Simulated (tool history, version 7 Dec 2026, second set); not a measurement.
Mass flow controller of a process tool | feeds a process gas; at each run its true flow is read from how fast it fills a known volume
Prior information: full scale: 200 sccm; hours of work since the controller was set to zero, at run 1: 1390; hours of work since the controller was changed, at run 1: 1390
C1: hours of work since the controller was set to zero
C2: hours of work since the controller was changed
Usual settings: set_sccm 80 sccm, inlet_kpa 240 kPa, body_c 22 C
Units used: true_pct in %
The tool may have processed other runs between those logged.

Run 1, hour 0: usual settings; C1 1390; C2 1390. Result: true_pct 99.51 %.
Run 2, hour 143.9: usual settings but body_c 34 C; C1 1443; C2 1443. Result: true_pct 100.22 %.
Run 3, hour 315.9: usual settings but body_c 34 C; C1 1506; C2 1506. Result: true_pct 100.19 %.
Run 4, hour 618.4: usual settings but body_c 34 C; C1 1617; C2 1617. Result: true_pct 100.25 %.
Run 5, hour 907.7: usual settings but body_c 34 C; C1 1724; C2 1724. Result: true_pct 100.42 %.
At hour 929.7: controller's zero set anew.
Run 6, hour 1060.6: usual settings but body_c 34 C; C1 48; C2 1780. Result: true_pct 100.37 %.
Run 7, hour 1216.2: usual settings but body_c 34 C; C1 105; C2 1837. Result: true_pct 100.47 %.
Run 8, hour 1454.4: usual settings but body_c 29 C; C1 193; C2 1925. Result: true_pct 100.21 %.
At hour 1545.2: controller's zero set anew, once more.
Run 9, hour 1708.4: usual settings but set_sccm 25 sccm, body_c 39 C; C1 60; C2 2018. Result: true_pct 99.52 %.

What does the tool deliver on the next run?
Run 10, hour 1992.9: usual settings but set_sccm 31 sccm, inlet_kpa 186 kPa, body_c 26 C; C1 165; C2 2123. Result: true_pct ?.

{"run 10": {"true_pct": 98.85}}
If the tool had no hidden condition, the same run with the same run-to-run variation would have returned true_pct 97.38 %.

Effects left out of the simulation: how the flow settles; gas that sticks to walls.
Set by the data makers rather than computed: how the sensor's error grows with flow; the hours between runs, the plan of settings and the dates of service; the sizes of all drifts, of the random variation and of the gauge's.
